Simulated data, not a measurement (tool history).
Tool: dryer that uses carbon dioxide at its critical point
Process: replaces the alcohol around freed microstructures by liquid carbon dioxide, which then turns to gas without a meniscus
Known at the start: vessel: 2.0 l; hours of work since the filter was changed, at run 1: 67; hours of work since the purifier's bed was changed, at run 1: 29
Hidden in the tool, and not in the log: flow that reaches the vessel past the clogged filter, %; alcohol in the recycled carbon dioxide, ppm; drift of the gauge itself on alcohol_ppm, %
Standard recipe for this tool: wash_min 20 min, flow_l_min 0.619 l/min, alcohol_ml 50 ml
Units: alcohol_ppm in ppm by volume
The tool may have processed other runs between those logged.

| run | hour | wash_min | flow_l_min | alcohol_ml | hours of work since the filter was changed | hours of work since the purifier's bed was changed | alcohol_ppm |
|---|---|---|---|---|---|---|---|
| 1 | 0 | 20 | 0.619 | 50 | 67 | 29 | 85 |
| 2 | 29.8 | 20 | 0.619 | 50 | 82 | 43 | 88 |
| 3 | 93.1 | 20 | 0.619 | 50 | 114 | 75 | 102 |
| 4 | 126.4 | 20 | 0.619 | 50 | 130 | 92 | 109 |
| 5 | 181.2 | 20 | 0.619 | 27 | 158 | 119 | 68 |
|  | 234.7 | inlet filter changed |
| 6 | 244.1 | 20 | 0.619 | 50 | 5 | 150 | 79 |
| 7 | 293.4 | 20 | 0.619 | 50 | 29 | 174 | 85 |
| 8 | 360.2 | 20 | 0.619 | 50 | 63 | 208 | 104 |
| 9 | 424.9 | 20 | 0.619 | 50 | 95 | 240 | 108 |
| 10 | 469.9 | 20 | 0.619 | 50 | 117 | 262 | 129 |
| 11 | 511.6 | 20 | 0.619 | 50 | 138 | 283 | 118 |
| 12 | 555.8 | 22 | 0.471 | 25 | 160 | 305 | 180 |
|  | 604.6 | inlet filter changed |
| 13 | 608 | 12 | 0.619 | 25 | 2 | 331 | 361 |
| 14 | 669.4 | 14 | 0.75 | 70 | 32 | 361 | 247 |
| 15 | 707 | 14 | 0.75 | 70 | 51 | 380 | 251 |
| 16 | 736.5 | 14 | 0.75 | 70 | 66 | 395 | 281 |
| 17 | 779.1 | 13 | 0.973 | 79 | 87 | 416 | 142 |
| 18 | 814.5 | 19 | 0.467 | 79 | 105 | 434 | 788 |
| 19 | 848.8 | 20 | 0.693 | 33 | 122 | 451 | 69 |
| 20 | 879.9 | 20 | 0.693 | 33 | 137 | 466 | 75 |
| 21 | 920.8 | 23 | 0.619 | 41 | 158 | 487 | 77 |
| 22 | 962.3 | 24 | 0.619 | 64 | 178 | 508 | 94 |

Across each entry between runs, compare the hidden state at the last listed run before it with the hidden state at the first listed run after it:
After run 5, before run 6: inlet filter changed (hour 234.7)
  flow that reaches the vessel past the clogged filter, %: 90.4 -> 99; alcohol in the recycled carbon dioxide, ppm: 14.1 -> 16.7
  measured value less the no-hidden-state value, alcohol_ppm: +34 -> +15 ppm by volume
After run 12, before run 13: inlet filter changed (hour 604.6)
  flow that reaches the vessel past the clogged filter, %: 89.6 -> 99.6; alcohol in the recycled carbon dioxide, ppm: 28.9 -> 30.8
  measured value less the no-hidden-state value, alcohol_ppm: +84 -> +30 ppm by volume

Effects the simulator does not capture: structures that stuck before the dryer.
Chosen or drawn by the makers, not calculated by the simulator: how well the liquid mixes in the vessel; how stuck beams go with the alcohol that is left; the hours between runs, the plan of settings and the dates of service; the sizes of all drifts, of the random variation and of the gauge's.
